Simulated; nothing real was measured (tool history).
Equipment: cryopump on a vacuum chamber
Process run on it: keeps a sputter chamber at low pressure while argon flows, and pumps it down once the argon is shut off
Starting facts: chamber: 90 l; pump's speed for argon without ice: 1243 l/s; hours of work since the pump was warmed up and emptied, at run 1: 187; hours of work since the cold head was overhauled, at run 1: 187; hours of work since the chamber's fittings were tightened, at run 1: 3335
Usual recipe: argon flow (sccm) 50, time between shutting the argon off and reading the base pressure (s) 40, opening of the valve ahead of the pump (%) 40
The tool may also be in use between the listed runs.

run,hour,argon flow (sccm),time between shutting the argon off and reading the base pressure (s),opening of the valve ahead of the pump (%),hours of work since the pump was warmed up and emptied,hours of work since the cold head was overhauled,hours of work since the chamber's fittings were tightened,pressure while argon flows (Pa),pressure after the wait (uPa)
1,0,50,40,40,187,187,3335,0.1732,6.24
2,32,50,40,40,206,206,3354,0.1748,6.31
3,84.5,50,40,40,237,237,3385,0.1741,6.18
4,113,50,40,40,253,253,3401,0.1749,6.16
5,161.8,50,40,40,282,282,3430,0.1748,6.17
6,218,50,40,40,315,315,3463,0.1765,6.32
7,248,50,40,40,333,333,3480,0.1745,6.22
8,295.9,50,40,40,361,361,3509,0.177,6.42
9,359.7,50,40,40,398,398,3546,0.1767,6.55
10,400.3,50,40,40,422,422,3570,0.1768,6.64
# hour 450.1: leaking fittings of the chamber tightened, without venting
11,452.3,50,40,40,451,451,1,0.1781,3.15
12,490.2,75,40,40,473,473,24,0.2707,3.15
13,543.5,75,40,40,505,505,55,0.2682,3.16
14,596.1,50,79,40,535,535,86,0.1784,1.81
15,651.2,30,79,40,568,568,118,0.108,1.88
16,717.3,30,79,40,606,606,157,0.1083,1.92
17,751.1,30,79,40,626,626,176,0.1079,1.89

What will run 18 give?
18,784.5,50,40,36,646,646,196,?,?

{"run 18": {"pressure while argon flows (Pa)": 0.2002, "pressure after the wait (uPa)": 3.35}}
Minus the tool's unlogged condition, the same run would have read pressure while argon flows (Pa) 0.1882, pressure after the wait (uPa) 3.07.
